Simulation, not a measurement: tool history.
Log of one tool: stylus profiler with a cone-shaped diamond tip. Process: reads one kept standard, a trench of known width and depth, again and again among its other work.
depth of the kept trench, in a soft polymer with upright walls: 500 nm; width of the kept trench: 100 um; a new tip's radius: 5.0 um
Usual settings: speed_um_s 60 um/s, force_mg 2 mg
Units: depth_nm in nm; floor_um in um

run	hour	speed_um_s	force_mg	depth_nm	floor_um
1	0	60	2	503.26	95.45
2	71	212	2	503.63	94.94
3	138.3	60	2	503.25	95.42
4	277.4	60	2	503.47	95.49
5	408.8	60	2	503.27	95.5
6	537.1	60	2	503.37	95.45
7	668.6	60	2	503.29	95.43
8	798.7	60	2	503.28	95.46
9	938.2	60	2	503.45	95.46
10	1064.3	60	2	503.31	95.42
11	1198.3	60	0.7	501.78	95.28
12	1284	60	0.7	501.7	95.31
13	1396.5	41	0.7	501.78	95.43
14	1485.3	41	0.7	501.51	95.39
15	1553.8	41	0.7	501.8	95.42
16	1677.8	41	2.32	503.48	95.53
17	1782.5	74	2.32	503.66	95.42
18	1902.4	60	4	505.1	95.49
19	2026.4	60	2	503.28	95.44
20	2156	60	2	503.44	95.4
21	2298.7	60	1.12	502.2	95.38
22	2379.1	60	1.96	503.19	95.43
23	2484.7	60	1.96	503.28	95.47
24	2546.8	60	1.96	502.99	95.41
25	2668.9	33	0.8	501.69	95.43
26	2728.1	16	1.34	502.51	95.56
27	2806.7	27	0.98	502.13	95.45
28	2933.9	27	0.98	502.13	95.52
29	3069.9	21	1.37	502.72	95.55
30	3188.3	21	1.5	502.71	95.5
31	3308.3	128	2.43	503.93	95.2
32	3382.4	128	2.43	503.55	95.23
33	3456.1	60	0.95	502.22	95.39
34	3559.2	173	0.95	501.97	94.82
35	3619.6	19	1.94	503.22	95.53
36	3697.1	19	1.94	503.01	95.55
37	3836.3	49	1.15	502.36	95.45
38	3903.8	49	1.15	502.59	95.45
39	4034.1	16	1.33	502.79	95.54
40	4164.2	36	5.07	506.13	95.55
41	4300.1	60	0.75	501.74	95.34
42	4414.1	23	3.39	504.53	95.63
43	4524.6	23	3.39	504.83	95.52
44	4636.4	23	3.39	504.72	95.6
45	4771.5	93	1.14	502.42	95.24
46	4839.5	41	1.27	502.55	95.49

Not shown: 3 entries that the log had between the listed runs. Between which runs, and how does the tool's hidden state differ before and after?
Between runs 13 and 14: height scale calibrated on a step standard (hour 1466.3)
  height scale over the true one, %: 0.003 -> 0
Between runs 34 and 35: height scale calibrated on a step standard (hour 3619.6)
  height scale over the true one, %: 0.003 -> 0
Between runs 35 and 36: new tip fitted, height scale calibrated (hour 3673.5)
  radius of the tip, um: 5.03 -> 5

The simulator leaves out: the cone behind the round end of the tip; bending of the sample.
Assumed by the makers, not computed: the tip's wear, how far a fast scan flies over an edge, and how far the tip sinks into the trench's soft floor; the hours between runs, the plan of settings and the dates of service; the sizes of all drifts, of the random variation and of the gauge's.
